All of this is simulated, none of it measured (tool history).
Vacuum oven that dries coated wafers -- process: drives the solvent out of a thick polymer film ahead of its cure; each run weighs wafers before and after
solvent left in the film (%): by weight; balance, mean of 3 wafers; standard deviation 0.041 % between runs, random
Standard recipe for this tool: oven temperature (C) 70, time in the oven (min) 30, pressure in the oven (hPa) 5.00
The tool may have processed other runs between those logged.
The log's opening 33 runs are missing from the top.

run	hour	oven temperature (C)	time in the oven (min)	pressure in the oven (hPa)	hours of work since the thermocouples were calibrated	hours of work since the vacuum gauge was cleaned of residue	solvent left in the film (%)
34	2813.1	57	16	10.86	1081	751	6.75
35	2899.9	60	31	5.00	1147	817	3.24
36	2989.9	61	23	5.00	1216	885	4.26
37	3081.6	76	30	19.31	1286	955	0.99
38	3167.3	76	19	8.34	1351	1021	1.69
39	3277.7	83	41	3.48	1435	1105	0.21
40	3372.0	83	41	3.48	1507	1177	0.15
41	3443.3	83	41	11.52	1561	1231	0.30
42	3536.6	64	30	2.77	1632	1302	2.42
# hour 3605.0: oven's thermocouples calibrated
43	3655.7	64	30	2.77	39	1392	2.28
44	3770.5	57	34	19.85	126	1479	4.33
45	3864.8	63	47	6.69	198	1551	1.45

Consider 5 possible next runs. They are alternatives, not a sequence: every one starts from the tool as it was left by run 45. What does each give?
A	3936.0	84	47	6.69	252	1605	?
B	3936.0	70	30	3.23	252	1605	?
C	3936.0	65	15	9.63	252	1605	?
D	3936.0	70	15	19.51	252	1605	?
E	3936.0	64	30	12.85	252	1605	?

run	solvent left in the film (%)
A	0.23
B	1.31
C	5.09
D	3.98
E	2.65
With no hidden state in the tool, these same runs would have given:
run	solvent left in the film (%)
A	0.09
B	1.04
C	4.82
D	3.73
E	2.33
